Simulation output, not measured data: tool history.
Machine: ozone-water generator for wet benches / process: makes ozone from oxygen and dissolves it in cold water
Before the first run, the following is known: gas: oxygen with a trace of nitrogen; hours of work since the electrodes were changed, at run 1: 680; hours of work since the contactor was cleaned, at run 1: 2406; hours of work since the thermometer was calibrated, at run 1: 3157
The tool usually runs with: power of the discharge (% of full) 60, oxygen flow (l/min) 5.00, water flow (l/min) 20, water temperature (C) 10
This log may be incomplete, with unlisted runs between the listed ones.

run	day	power of the discharge (% of full)	oxygen flow (l/min)	water flow (l/min)	water temperature (C)	hours of work since the electrodes were changed	hours of work since the contactor was cleaned	hours of work since the thermometer was calibrated	dissolved ozone (ppm)	ozone in the gas ahead of the water (g/m3)
1	0.000	60	5.00	20	10	680	2406	3157	20.0	169.3
2	2.017	60	6.50	20	10	718	2444	3195	19.4	144.3
3	3.096	60	3.13	20	10	738	2464	3215	19.2	223.4
4	4.038	60	3.13	20	10	755	2482	3233	18.8	226.3
5	5.604	60	3.13	20	10	785	2511	3262	19.0	224.1
6	6.683	60	3.43	20	10	805	2531	3282	19.0	212.5
7	8.683	67	5.00	20	10	842	2569	3320	20.9	179.3
8	10.058	67	2.50	30	10	868	2594	3345	13.2	270.1
9	11.783	56	5.00	20	8	900	2627	3378	19.2	162.6
10	12.671	60	4.42	20	12	917	2643	3394	18.9	181.1

Run 11 is up next; what results do you expect?
11	14.433	91	7.67	20	10	950	2676	3427	?	?

dissolved ozone (ppm): 23.9
ozone in the gas ahead of the water (g/m3): 161.7
On a tool with no hidden condition, and with the same random variation, this run would have come out at dissolved ozone (ppm) 25.5, ozone in the gas ahead of the water (g/m3) 165.0.
